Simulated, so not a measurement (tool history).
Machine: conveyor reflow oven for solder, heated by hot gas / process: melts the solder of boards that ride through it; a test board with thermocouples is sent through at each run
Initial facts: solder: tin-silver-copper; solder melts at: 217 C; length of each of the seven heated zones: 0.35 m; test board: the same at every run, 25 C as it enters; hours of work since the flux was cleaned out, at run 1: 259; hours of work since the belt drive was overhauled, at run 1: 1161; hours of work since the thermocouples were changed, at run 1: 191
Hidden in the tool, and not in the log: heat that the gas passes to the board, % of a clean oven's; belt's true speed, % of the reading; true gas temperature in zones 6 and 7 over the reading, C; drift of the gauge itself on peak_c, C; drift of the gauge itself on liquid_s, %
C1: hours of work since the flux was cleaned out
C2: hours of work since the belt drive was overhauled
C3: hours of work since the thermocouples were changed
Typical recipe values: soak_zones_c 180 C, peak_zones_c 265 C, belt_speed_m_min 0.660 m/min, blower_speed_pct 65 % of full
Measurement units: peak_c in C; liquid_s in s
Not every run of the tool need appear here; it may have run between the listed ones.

{"run": 1, "day": 0.0, "soak_zones_c": 180, "peak_zones_c": 265, "belt_speed_m_min": 0.66, "blower_speed_pct": 65, "C1": 259, "C2": 1161, "C3": 191, "peak_c": 247.0, "liquid_s": 46.5}
{"run": 2, "day": 1.354, "soak_zones_c": 180, "peak_zones_c": 265, "belt_speed_m_min": 0.66, "blower_speed_pct": 61, "C1": 273, "C2": 1175, "C3": 205, "peak_c": 245.5, "liquid_s": 44.7}
{"day": 3.112, "done": "flux residue cleaned out of gas plates and filters"}
{"run": 3, "day": 4.075, "soak_zones_c": 180, "peak_zones_c": 265, "belt_speed_m_min": 0.66, "blower_speed_pct": 61, "C1": 10, "C2": 1202, "C3": 231, "peak_c": 247.1, "liquid_s": 46.7}
{"run": 4, "day": 6.604, "soak_zones_c": 180, "peak_zones_c": 265, "belt_speed_m_min": 0.641, "blower_speed_pct": 65, "C1": 37, "C2": 1228, "C3": 258, "peak_c": 249.6, "liquid_s": 49.6}
{"run": 5, "day": 8.846, "soak_zones_c": 188, "peak_zones_c": 265, "belt_speed_m_min": 0.641, "blower_speed_pct": 65, "C1": 60, "C2": 1252, "C3": 282, "peak_c": 250.7, "liquid_s": 53.9}
{"run": 6, "day": 11.167, "soak_zones_c": 180, "peak_zones_c": 265, "belt_speed_m_min": 0.66, "blower_speed_pct": 85, "C1": 85, "C2": 1276, "C3": 306, "peak_c": 253.7, "liquid_s": 52.0}
{"day": 11.75, "done": "belt drive overhauled, speed set with a stopwatch"}
{"run": 7, "day": 14.375, "soak_zones_c": 180, "peak_zones_c": 265, "belt_speed_m_min": 0.66, "blower_speed_pct": 85, "C1": 117, "C2": 28, "C3": 338, "peak_c": 252.4, "liquid_s": 50.3}
{"run": 8, "day": 17.479, "soak_zones_c": 180, "peak_zones_c": 265, "belt_speed_m_min": 0.789, "blower_speed_pct": 65, "C1": 149, "C2": 60, "C3": 371, "peak_c": 241.0, "liquid_s": 32.1}
{"run": 9, "day": 19.996, "soak_zones_c": 180, "peak_zones_c": 265, "belt_speed_m_min": 0.66, "blower_speed_pct": 65, "C1": 176, "C2": 87, "C3": 397, "peak_c": 247.7, "liquid_s": 45.5}
{"run": 10, "day": 21.562, "soak_zones_c": 180, "peak_zones_c": 265, "belt_speed_m_min": 0.66, "blower_speed_pct": 65, "C1": 192, "C2": 103, "C3": 414, "peak_c": 247.5, "liquid_s": 45.6}
{"run": 11, "day": 22.85, "soak_zones_c": 180, "peak_zones_c": 265, "belt_speed_m_min": 0.66, "blower_speed_pct": 65, "C1": 206, "C2": 117, "C3": 427, "peak_c": 247.2, "liquid_s": 45.4}
{"run": 12, "day": 25.579, "soak_zones_c": 191, "peak_zones_c": 256, "belt_speed_m_min": 0.748, "blower_speed_pct": 61, "C1": 234, "C2": 145, "C3": 456, "peak_c": 237.2, "liquid_s": 34.8}
{"run": 13, "day": 28.358, "soak_zones_c": 184, "peak_zones_c": 265, "belt_speed_m_min": 0.604, "blower_speed_pct": 63, "C1": 264, "C2": 175, "C3": 485, "peak_c": 250.2, "liquid_s": 53.7}
{"day": 30.95, "done": "flux residue cleaned out of gas plates and filters"}
{"run": 14, "day": 31.462, "soak_zones_c": 184, "peak_zones_c": 265, "belt_speed_m_min": 0.604, "blower_speed_pct": 63, "C1": 5, "C2": 205, "C3": 515, "peak_c": 251.7, "liquid_s": 54.7}
{"run": 15, "day": 34.092, "soak_zones_c": 184, "peak_zones_c": 265, "belt_speed_m_min": 0.604, "blower_speed_pct": 63, "C1": 33, "C2": 233, "C3": 543, "peak_c": 251.6, "liquid_s": 54.9}
{"day": 34.742, "done": "thermocouples of zones 6 and 7 changed"}
{"run": 16, "day": 36.658, "soak_zones_c": 178, "peak_zones_c": 260, "belt_speed_m_min": 0.604, "blower_speed_pct": 84, "C1": 59, "C2": 259, "C3": 20, "peak_c": 249.6, "liquid_s": 53.5}
{"run": 17, "day": 38.708, "soak_zones_c": 192, "peak_zones_c": 259, "belt_speed_m_min": 0.724, "blower_speed_pct": 65, "C1": 81, "C2": 280, "C3": 42, "peak_c": 242.4, "liquid_s": 41.5}
{"run": 18, "day": 40.367, "soak_zones_c": 180, "peak_zones_c": 259, "belt_speed_m_min": 0.724, "blower_speed_pct": 51, "C1": 98, "C2": 298, "C3": 59, "peak_c": 233.5, "liquid_s": 27.3}
{"run": 19, "day": 42.354, "soak_zones_c": 180, "peak_zones_c": 261, "belt_speed_m_min": 0.663, "blower_speed_pct": 65, "C1": 119, "C2": 319, "C3": 80, "peak_c": 244.0, "liquid_s": 42.6}

4 options for the next run, each taken on its own from the tool as it stands now. Forecast them:
{"run": "A", "day": 45.125, "soak_zones_c": 180, "peak_zones_c": 269, "belt_speed_m_min": 0.751, "blower_speed_pct": 74, "C1": 148, "C2": 348, "C3": 109, "peak_c": "?", "liquid_s": "?"}
{"run": "B", "day": 45.125, "soak_zones_c": 175, "peak_zones_c": 265, "belt_speed_m_min": 0.567, "blower_speed_pct": 78, "C1": 148, "C2": 348, "C3": 109, "peak_c": "?", "liquid_s": "?"}
{"run": "C", "day": 45.125, "soak_zones_c": 175, "peak_zones_c": 276, "belt_speed_m_min": 0.647, "blower_speed_pct": 65, "C1": 148, "C2": 348, "C3": 109, "peak_c": "?", "liquid_s": "?"}
{"run": "D", "day": 45.125, "soak_zones_c": 178, "peak_zones_c": 265, "belt_speed_m_min": 0.66, "blower_speed_pct": 52, "C1": 148, "C2": 348, "C3": 109, "peak_c": "?", "liquid_s": "?"}

run=A peak_c=249.3 liquid_s=40.8
run=B peak_c=253.9 liquid_s=58.8
run=C peak_c=256.4 liquid_s=50.6
run=D peak_c=241.9 liquid_s=39.5
The same runs, with their run-to-run variation unchanged, on a tool lacking any hidden condition would have given:
run=A peak_c=249.6 liquid_s=40.9
run=B peak_c=254.0 liquid_s=58.6
run=C peak_c=256.6 liquid_s=50.5
run=D peak_c=241.9 liquid_s=39.4
